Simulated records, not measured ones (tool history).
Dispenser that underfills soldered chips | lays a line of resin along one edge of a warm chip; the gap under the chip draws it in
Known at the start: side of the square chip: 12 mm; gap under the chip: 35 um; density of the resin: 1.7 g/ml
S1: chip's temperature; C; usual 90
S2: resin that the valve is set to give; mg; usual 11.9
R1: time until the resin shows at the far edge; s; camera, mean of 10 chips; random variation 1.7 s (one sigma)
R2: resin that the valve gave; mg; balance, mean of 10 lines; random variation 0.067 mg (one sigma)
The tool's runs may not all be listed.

| run | hour | S1 | S2 | R1 | R2 |
|---|---|---|---|---|---|
| 1 | 0.0 | 90 | 11.9 | 199.4 | 11.84 |
|  | 8.8 | new syringe of resin |
| 2 | 10.2 | 90 | 11.9 | 170.0 | 11.78 |
| 3 | 18.6 | 90 | 14.3 | 195.7 | 13.91 |
| 4 | 24.6 | 88 | 14.3 | 250.0 | 14.04 |
|  | 26.5 | new syringe of resin |
| 5 | 30.3 | 78 | 11.9 | 335.0 | 11.55 |
| 6 | 40.7 | 92 | 11.9 | 210.2 | 11.60 |
|  | 44.3 | new syringe of resin |
| 7 | 50.4 | 92 | 11.9 | 172.1 | 11.60 |
| 8 | 60.3 | 83 | 11.9 | 335.7 | 11.55 |
|  | 61.6 | new syringe of resin |
| 9 | 68.2 | 83 | 11.9 | 275.6 | 11.41 |
| 10 | 75.9 | 83 | 11.9 | 320.7 | 11.38 |
|  | 79.2 | new syringe of resin |
| 11 | 88.2 | 83 | 11.9 | 298.2 | 11.30 |
|  | 97.1 | new syringe of resin |
| 12 | 98.6 | 83 | 11.9 | 253.8 | 11.20 |
|  | 108.3 | dispensing valve cleaned and set on the balance |
| 13 | 108.3 | 83 | 11.9 | 296.4 | 11.88 |
|  | 115.7 | new syringe of resin |
| 14 | 119.4 | 83 | 11.9 | 256.3 | 11.72 |
| 15 | 129.3 | 90 | 14.5 | 217.8 | 14.48 |
|  | 133.0 | new syringe of resin |
| 16 | 140.1 | 90 | 11.9 | 197.6 | 11.66 |
|  | 150.2 | new syringe of resin |
| 17 | 150.5 | 90 | 11.9 | 175.0 | 11.71 |
| 18 | 162.6 | 90 | 11.9 | 224.9 | 11.54 |
|  | 168.2 | new syringe of resin |
| 19 | 171.0 | 81 | 10.8 | 293.4 | 10.27 |
| 20 | 176.3 | 80 | 11.8 | 338.4 | 11.42 |

Forecast run 21:
|  | 185.5 | new syringe of resin |
| 21 | 188.0 | 80 | 11.8 | ? | ? |

R1: 297.6 s
R2: 11.36 mg
Without the tool's hidden state the same run would have given R1 276.1 s, R2 11.85 mg.

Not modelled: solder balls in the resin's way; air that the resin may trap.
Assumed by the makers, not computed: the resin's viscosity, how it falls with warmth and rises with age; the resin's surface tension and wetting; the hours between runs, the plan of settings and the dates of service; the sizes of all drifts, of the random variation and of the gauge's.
